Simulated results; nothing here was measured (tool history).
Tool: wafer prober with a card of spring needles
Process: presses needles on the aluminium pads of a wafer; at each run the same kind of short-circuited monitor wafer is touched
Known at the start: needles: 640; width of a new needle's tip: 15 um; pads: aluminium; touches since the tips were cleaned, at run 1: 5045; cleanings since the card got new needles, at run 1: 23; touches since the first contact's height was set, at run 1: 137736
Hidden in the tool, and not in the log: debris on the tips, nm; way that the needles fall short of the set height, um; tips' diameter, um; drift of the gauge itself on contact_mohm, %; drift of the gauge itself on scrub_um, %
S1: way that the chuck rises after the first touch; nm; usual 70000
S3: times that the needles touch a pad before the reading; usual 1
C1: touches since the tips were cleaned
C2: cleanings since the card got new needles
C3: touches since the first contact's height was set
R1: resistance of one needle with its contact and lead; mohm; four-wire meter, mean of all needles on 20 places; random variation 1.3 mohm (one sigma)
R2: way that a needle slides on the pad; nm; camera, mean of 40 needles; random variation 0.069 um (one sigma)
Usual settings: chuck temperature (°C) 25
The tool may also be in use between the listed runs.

Run 1, hour 0: usual settings; C1 5045; C2 23; C3 137736. Result: R1 167 mohm, R2 13300 nm.
At hour 2.1: tips cleaned on abrasive film.
Run 2, hour 15.8: usual settings but S3 2; C1 4773; C2 24; C3 143188. Result: R1 140 mohm, R2 13150 nm.
At hour 18.6: tips cleaned on abrasive film.
Run 3, hour 27: usual settings but chuck temperature (°C) 82; C1 2910; C2 25; C3 147015. Result: R1 156 mohm, R2 13060 nm.
At hour 35.4: tips cleaned on abrasive film.
Run 4, hour 36.1: usual settings but chuck temperature (°C) 82; C1 267; C2 26; C3 150147. Result: R1 127 mohm, R2 13260 nm.
Run 5, hour 47.8: usual settings but S1 51000 nm, chuck temperature (°C) 82; C1 4326; C2 26; C3 154206. Result: R1 206 mohm, R2 9550 nm.
At hour 52.4: tips cleaned on abrasive film.
Run 6, hour 64: usual settings; C1 3987; C2 27; C3 159753. Result: R1 160 mohm, R2 13170 nm.
At hour 69.1: tips cleaned on abrasive film.
Run 7, hour 75.9: usual settings; C1 2376; C2 28; C3 163861. Result: R1 147 mohm, R2 13250 nm.
At hour 85.2: tips cleaned on abrasive film.
Run 8, hour 89: usual settings but chuck temperature (°C) 87; C1 1321; C2 29; C3 168347. Result: R1 141 mohm, R2 13210 nm.
At hour 101.5: tips cleaned on abrasive film.
Run 9, hour 106.8: usual settings but chuck temperature (°C) 87; C1 1835; C2 30; C3 174495. Result: R1 148 mohm, R2 13110 nm.
At hour 118.1: tips cleaned on abrasive film.
Run 10, hour 125.2: usual settings but chuck temperature (°C) 34; C1 2454; C2 31; C3 180834. Result: R1 150 mohm, R2 13200 nm.
At hour 134.4: tips cleaned on abrasive film.
Run 11, hour 135.4: usual settings but chuck temperature (°C) 34; C1 343; C2 32; C3 184319. Result: R1 122 mohm, R2 13040 nm.
At hour 151.6: tips cleaned on abrasive film.
Run 12, hour 153.5: usual settings; C1 650; C2 33; C3 190568. Result: R1 130 mohm, R2 13080 nm.
At hour 168: tips cleaned on abrasive film.
Run 13, hour 169.1: usual settings; C1 373; C2 34; C3 195933. Result: R1 124 mohm, R2 13030 nm.
At hour 184.5: tips cleaned on abrasive film.
Run 14, hour 187.4: usual settings; C1 1012; C2 35; C3 202236. Result: R1 134 mohm, R2 13090 nm.
Run 15, hour 198.3: usual settings; C1 4774; C2 35; C3 205998. Result: R1 166 mohm, R2 13060 nm.
At hour 201.3: tips cleaned on abrasive film.
Run 16, hour 207.2: usual settings; C1 2056; C2 36; C3 209060. Result: R1 147 mohm, R2 13010 nm.
At hour 218: tips cleaned on abrasive film.
Run 17, hour 218.8: usual settings; C1 257; C2 37; C3 213039. Result: R1 120 mohm, R2 13160 nm.
At hour 235.1: tips cleaned on abrasive film.
Run 18, hour 238.1: usual settings but S1 74000 nm, S3 2; C1 1044; C2 38; C3 219706. Result: R1 126 mohm, R2 13850 nm.
Run 19, hour 247.6: usual settings but S1 79000 nm, chuck temperature (°C) 56, S3 2; C1 4330; C2 38; C3 222992. Result: R1 142 mohm, R2 14790 nm.
At hour 251.9: tips cleaned on abrasive film.
Run 20, hour 260.1: usual settings but S1 79000 nm, chuck temperature (°C) 56, S3 2; C1 2828; C2 39; C3 227278. Result: R1 135 mohm, R2 14720 nm.
At hour 268.8: tips cleaned on abrasive film.
Run 21, hour 279.4: usual settings but S1 79000 nm, chuck temperature (°C) 56, S3 2; C1 3686; C2 40; C3 233933. Result: R1 135 mohm, R2 14840 nm.
At hour 285.6: tips cleaned on abrasive film.
Run 22, hour 289.5: usual settings but S1 57000 nm, chuck temperature (°C) 84, S3 3; C1 1350; C2 41; C3 237413. Result: R1 135 mohm, R2 10410 nm.
At hour 296.2: height of the first contact set anew.
At hour 302.9: tips cleaned on abrasive film.
Run 23, hour 302.9: usual settings but chuck temperature (°C) 88, S3 2; C1 0; C2 42; C3 2274. Result: R1 121 mohm, R2 13740 nm.
Run 24, hour 318.1: usual settings but chuck temperature (°C) 88, S3 2; C1 5266; C2 42; C3 7540. Result: R1 149 mohm, R2 13630 nm.
At hour 319.1: tips cleaned on abrasive film.
Run 25, hour 331.8: usual settings but chuck temperature (°C) 88, S3 2; C1 4400; C2 43; C3 12259. Result: R1 149 mohm, R2 13680 nm.
At hour 335.8: tips cleaned on abrasive film.
Run 26, hour 348.5: usual settings but S1 54000 nm, chuck temperature (°C) 62, S3 2; C1 4414; C2 44; C3 18002. Result: R1 164 mohm, R2 10580 nm.
At hour 351.7: tips cleaned on abrasive film.
Run 27, hour 361.8: usual settings but chuck temperature (°C) 39, S3 3; C1 3510; C2 45; C3 22582. Result: R1 128 mohm, R2 13490 nm.
At hour 369.3: tips cleaned on abrasive film.
Run 28, hour 379.1: usual settings but S1 68000 nm, chuck temperature (°C) 83, S3 2; C1 3389; C2 46; C3 28524. Result: R1 144 mohm, R2 13200 nm.
At hour 386.5: tips cleaned on abrasive film.
Run 29, hour 393.3: usual settings but S1 55000 nm, chuck temperature (°C) 57, S3 2; C1 2362; C2 47; C3 33425. Result: R1 152 mohm, R2 10610 nm.
At hour 402.7: tips cleaned on abrasive film.
Run 30, hour 412.7: usual settings but S1 78000 nm, chuck temperature (°C) 93, S3 2; C1 3443; C2 48; C3 40094. Result: R1 141 mohm, R2 15100 nm.
At hour 419.7: tips cleaned on abrasive film.
Run 31, hour 431.5: usual settings but S1 52000 nm, S3 2; C1 4061; C2 49; C3 46565. Result: R1 165 mohm, R2 10030 nm.
At hour 436.2: tips cleaned on abrasive film.
Run 32, hour 440.6: usual settings but S1 52000 nm, S3 2; C1 1498; C2 50; C3 49683. Result: R1 148 mohm, R2 10000 nm.
At hour 453.6: tips cleaned on abrasive film.
Run 33, hour 458.4: usual settings but S1 52000 nm, S3 2; C1 1659; C2 51; C3 55832. Result: R1 149 mohm, R2 9980 nm.
At hour 470.3: tips cleaned on abrasive film.
Run 34, hour 470.3: usual settings but S1 58000 nm, chuck temperature (°C) 28; C1 0; C2 52; C3 59920. Result: R1 118 mohm, R2 11180 nm.

Some steps in R1 between neighbouring runs. How much of each would the tool show without its hidden state too (settings, what came in, random variation), and how much is left for the hidden state, with any gauge scatter that isn't in both results?
Run 4 -> 5: S1 70000 -> 51000. R1 +79 mohm: hidden state +71, all else +8.
Run 5 -> 6: S1 51000 -> 70000, chuck temperature (°C) 82 -> 25, tips cleaned on abrasive film. R1 -46 mohm: hidden state -30, all else -16.
Run 14 -> 15: no setting changed, nothing entered. R1 +32 mohm: hidden state +31, all else +1.
Run 26 -> 27: S1 54000 -> 70000, chuck temperature (°C) 62 -> 39, S3 2 -> 3, tips cleaned on abrasive film. R1 -36 mohm: hidden state -28, all else -8.
